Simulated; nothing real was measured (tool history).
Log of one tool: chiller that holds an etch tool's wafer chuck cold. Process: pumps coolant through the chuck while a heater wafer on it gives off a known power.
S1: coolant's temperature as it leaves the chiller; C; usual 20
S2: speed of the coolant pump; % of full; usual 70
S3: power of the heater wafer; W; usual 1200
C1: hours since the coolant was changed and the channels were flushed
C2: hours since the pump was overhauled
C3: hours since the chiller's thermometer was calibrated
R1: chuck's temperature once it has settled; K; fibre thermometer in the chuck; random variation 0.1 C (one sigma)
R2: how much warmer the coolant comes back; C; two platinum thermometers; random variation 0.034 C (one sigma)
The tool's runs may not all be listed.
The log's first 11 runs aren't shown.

{"run": 12, "hour": 612.9, "S1": 20, "S2": 70, "S3": 1200, "C1": 93, "C2": 1702, "C3": 1033, "R1": 305.25, "R2": 5.18}
{"run": 13, "hour": 664.7, "S1": 20, "S2": 70, "S3": 1200, "C1": 144, "C2": 1754, "C3": 1085, "R1": 305.35, "R2": 5.23}
{"run": 14, "hour": 711.2, "S1": 20, "S2": 70, "S3": 1200, "C1": 191, "C2": 1800, "C3": 1131, "R1": 305.15, "R2": 5.19}
{"run": 15, "hour": 766.0, "S1": 20, "S2": 70, "S3": 1200, "C1": 246, "C2": 1855, "C3": 1186, "R1": 305.35, "R2": 5.24}
{"run": 16, "hour": 826.4, "S1": 20, "S2": 62, "S3": 1200, "C1": 306, "C2": 1915, "C3": 1246, "R1": 306.25, "R2": 5.93}
{"run": 17, "hour": 855.2, "S1": 14, "S2": 62, "S3": 718, "C1": 335, "C2": 1944, "C3": 1275, "R1": 295.25, "R2": 3.61}
{"run": 18, "hour": 912.5, "S1": 14, "S2": 86, "S3": 915, "C1": 392, "C2": 2001, "C3": 1333, "R1": 295.15, "R2": 3.36}
{"run": 19, "hour": 955.9, "S1": 14, "S2": 86, "S3": 1245, "C1": 435, "C2": 2045, "C3": 1376, "R1": 297.85, "R2": 4.47}
{"run": 20, "hour": 992.1, "S1": 14, "S2": 86, "S3": 1245, "C1": 472, "C2": 2081, "C3": 1412, "R1": 298.05, "R2": 4.47}
{"run": 21, "hour": 1023.1, "S1": 14, "S2": 69, "S3": 1245, "C1": 503, "C2": 2112, "C3": 1443, "R1": 299.65, "R2": 5.59}
{"run": 22, "hour": 1086.0, "S1": 11, "S2": 83, "S3": 1137, "C1": 566, "C2": 2175, "C3": 1506, "R1": 294.35, "R2": 4.29}
{"run": 23, "hour": 1117.7, "S1": 29, "S2": 83, "S3": 1137, "C1": 597, "C2": 2207, "C3": 1538, "R1": 312.55, "R2": 4.27}
{"hour": 1147.7, "done": "gauge calibrated"}
{"run": 24, "hour": 1148.6, "S1": 26, "S2": 67, "S3": 1137, "C1": 628, "C2": 2238, "C3": 1569, "R1": 311.15, "R2": 4.98}
{"run": 25, "hour": 1203.8, "S1": 20, "S2": 70, "S3": 685, "C1": 683, "C2": 2293, "C3": 1624, "R1": 300.15, "R2": 2.88}
{"run": 26, "hour": 1261.2, "S1": 12, "S2": 100, "S3": 943, "C1": 741, "C2": 2350, "C3": 1681, "R1": 292.55, "R2": 2.74}
{"run": 27, "hour": 1326.6, "S1": 17, "S2": 75, "S3": 1200, "C1": 806, "C2": 2416, "C3": 1747, "R1": 301.75, "R2": 4.74}
{"run": 28, "hour": 1388.7, "S1": 16, "S2": 70, "S3": 1461, "C1": 868, "C2": 2478, "C3": 1809, "R1": 303.85, "R2": 6.16}
{"run": 29, "hour": 1459.7, "S1": 21, "S2": 98, "S3": 1248, "C1": 939, "C2": 2549, "C3": 1880, "R1": 304.15, "R2": 3.76}
{"run": 30, "hour": 1524.0, "S1": 21, "S2": 61, "S3": 782, "C1": 1004, "C2": 2613, "C3": 1944, "R1": 302.95, "R2": 3.86}
{"run": 31, "hour": 1562.3, "S1": 12, "S2": 65, "S3": 1696, "C1": 1042, "C2": 2651, "C3": 1982, "R1": 303.05, "R2": 7.81}
{"run": 32, "hour": 1604.2, "S1": 12, "S2": 88, "S3": 1696, "C1": 1084, "C2": 2693, "C3": 2024, "R1": 299.75, "R2": 5.66}

4 ways to go on from here, each from the tool as it stands after run 32. What would each give?
{"run": "A", "hour": 1649.3, "S1": 10, "S2": 92, "S3": 834, "C1": 1129, "C2": 2738, "C3": 2069, "R1": "?", "R2": "?"}
{"run": "B", "hour": 1649.3, "S1": 11, "S2": 91, "S3": 766, "C1": 1129, "C2": 2738, "C3": 2069, "R1": "?", "R2": "?"}
{"run": "C", "hour": 1649.3, "S1": 12, "S2": 88, "S3": 627, "C1": 1129, "C2": 2738, "C3": 2069, "R1": "?", "R2": "?"}
{"run": "D", "hour": 1649.3, "S1": 23, "S2": 70, "S3": 1412, "C1": 1129, "C2": 2738, "C3": 2069, "R1": "?", "R2": "?"}

run=A R1=289.95 R2=2.75
run=B R1=290.45 R2=2.59
run=C R1=290.65 R2=2.21
run=D R1=310.35 R2=6.03
Without the tool's hidden state the same runs would have given:
run=A R1=289.95 R2=2.60
run=B R1=290.45 R2=2.44
run=C R1=290.65 R2=2.06
run=D R1=310.35 R2=5.87
